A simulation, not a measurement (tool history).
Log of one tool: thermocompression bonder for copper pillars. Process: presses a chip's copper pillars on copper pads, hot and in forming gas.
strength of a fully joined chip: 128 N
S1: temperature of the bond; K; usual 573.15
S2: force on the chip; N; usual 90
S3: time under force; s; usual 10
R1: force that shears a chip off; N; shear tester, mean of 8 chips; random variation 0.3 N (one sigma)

Run 1, day 0: usual settings. Result: R1 94.2 N.
Run 2, day 0.85: usual settings. Result: R1 94.9 N.
Run 3, day 1.762: usual settings. Result: R1 94.4 N.
Run 4, day 2.458: usual settings but S2 116 N. Result: R1 104 N.
Run 5, day 3.617: usual settings but S2 116 N. Result: R1 103.3 N.
Run 6, day 4.521: usual settings. Result: R1 94.2 N.
Run 7, day 5.258: usual settings. Result: R1 94 N.
Run 8, day 6.421: usual settings but S3 17 s. Result: R1 105.2 N.
Run 9, day 7.658: usual settings but S3 17 s. Result: R1 105.3 N.
Run 10, day 8.167: usual settings. Result: R1 94 N.
Run 11, day 9.308: usual settings. Result: R1 94 N.
Run 12, day 10.088: usual settings but S2 54 N. Result: R1 72.8 N.
Run 13, day 10.946: usual settings but S2 54 N. Result: R1 72.6 N.
Run 14, day 12.183: usual settings but S1 583.15 K. Result: R1 98.5 N.
Run 15, day 12.708: usual settings but S1 583.15 K. Result: R1 98.7 N.
Run 16, day 13.471: usual settings but S1 583.15 K. Result: R1 98.9 N.
Run 17, day 14.225: usual settings but S1 583.15 K. Result: R1 98.7 N.
Run 18, day 14.908: usual settings but S1 583.15 K. Result: R1 98.2 N.
Run 19, day 16.029: usual settings but S1 583.15 K. Result: R1 99 N.
Run 20, day 16.621: usual settings but S1 572.15 K. Result: R1 92.1 N.
At day 17.246: forming gas filter changed.
Run 21, day 17.829: usual settings but S1 572.15 K. Result: R1 93.2 N.
Run 22, day 18.625: usual settings but S1 572.15 K. Result: R1 93 N.
Run 23, day 19.704: usual settings but S1 576.15 K, S2 106 N, S3 12 s. Result: R1 105.1 N.
Run 24, day 20.288: usual settings but S1 576.15 K, S2 106 N, S3 12 s. Result: R1 104.5 N.
Run 25, day 21.1: usual settings but S1 576.15 K, S2 106 N, S3 12 s. Result: R1 104.7 N.
Run 26, day 21.767: usual settings but S1 567.15 K, S2 68 N, S3 12 s. Result: R1 82.3 N.
Run 27, day 22.762: usual settings but S1 567.15 K, S2 68 N, S3 12 s. Result: R1 82.6 N.
Run 28, day 23.812: usual settings but S1 576.15 K, S2 68 N, S3 26 s. Result: R1 104.1 N.
Run 29, day 25.071: usual settings but S1 576.15 K, S2 68 N, S3 26 s. Result: R1 103.8 N.
Run 30, day 26.121: usual settings but S1 576.15 K, S2 68 N, S3 26 s. Result: R1 103 N.
Run 31, day 27.142: usual settings but S1 592.15 K, S2 68 N, S3 6 s. Result: R1 79.8 N.
Run 32, day 28.371: usual settings but S1 592.15 K, S2 68 N, S3 6 s. Result: R1 79.4 N.
Run 33, day 28.908: usual settings but S2 72 N. Result: R1 83.7 N.
Run 34, day 29.712: usual settings but S2 62 N, S3 28 s. Result: R1 100.4 N.
Run 35, day 30.517: usual settings but S2 62 N, S3 28 s. Result: R1 100 N.
Run 36, day 31.538: usual settings but S1 595.15 K, S2 124 N. Result: R1 112.9 N.
Run 37, day 32.729: usual settings but S1 546.15 K. Result: R1 77 N.
Run 38, day 33.571: usual settings but S1 547.15 K, S2 122 N, S3 9 s. Result: R1 88.4 N.
Run 39, day 34.638: usual settings but S1 547.15 K, S2 122 N, S3 9 s. Result: R1 88.7 N.

The same runs without the tool's hidden state, with the same run-to-run variation:
The hidden state here: true temperature of the bond over the reading, C; force that reaches the chip, % of what is set; oxide that the forming gas leaves, % of the face; drift of the gauge itself on shear_n, %.
run     R1
  1   94.2
  2     95
  3   94.6
  4  104.2
  5  103.7
  6   94.6
  7   94.4
  8  105.8
  9  105.9
 10   94.6
 11   94.6
 12   73.4
 13   73.2
 14   99.3
 15   99.6
 16   99.8
 17   99.7
 18   99.2
 19  100.1
 20   93.2
 21   94.2
 22     94
 23  106.4
 24  105.8
 25    106
 26   83.4
 27   83.8
 28  105.6
 29  105.5
 30  104.7
 31   81.2
 32   80.8
 33   85.2
 34  102.2
 35  101.9
 36  115.2
 37   78.6
 38   90.3
 39   90.6
